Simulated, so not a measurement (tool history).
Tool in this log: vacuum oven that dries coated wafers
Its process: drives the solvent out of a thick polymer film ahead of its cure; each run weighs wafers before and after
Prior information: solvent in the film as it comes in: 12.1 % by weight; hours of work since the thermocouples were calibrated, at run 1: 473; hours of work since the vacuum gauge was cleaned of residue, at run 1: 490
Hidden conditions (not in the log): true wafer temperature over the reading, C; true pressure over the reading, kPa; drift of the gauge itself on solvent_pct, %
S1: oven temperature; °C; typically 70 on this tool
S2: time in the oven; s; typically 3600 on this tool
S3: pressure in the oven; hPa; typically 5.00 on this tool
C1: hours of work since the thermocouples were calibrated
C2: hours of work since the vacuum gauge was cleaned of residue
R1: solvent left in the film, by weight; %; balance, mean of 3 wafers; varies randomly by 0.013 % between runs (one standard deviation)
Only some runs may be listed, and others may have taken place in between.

run	hour	S1	S2	S3	C1	C2	R1
1	0.0	70	3600	5.00	473	490	1.11
2	24.9	70	3600	14.37	483	501	1.42
3	62.0	70	3600	5.00	499	517	1.10
4	101.4	70	3600	5.00	516	533	1.14
5	136.4	70	3600	5.00	531	548	1.11
# hour 140.5: vacuum gauge cleaned of residue and calibrated
6	156.0	70	3600	4.41	538	7	1.11
7	196.8	70	3600	4.41	556	24	1.10
# hour 212.8: vacuum gauge cleaned of residue and calibrated, once more
8	228.7	70	3600	8.86	569	7	1.19

Forecast run 9:
9	251.3	74	3000	8.86	578	16	?

Run 9 produced R1 1.10 %.
With the hidden condition absent and the run-to-run variation left alone, this run would have shown R1 1.18 %.
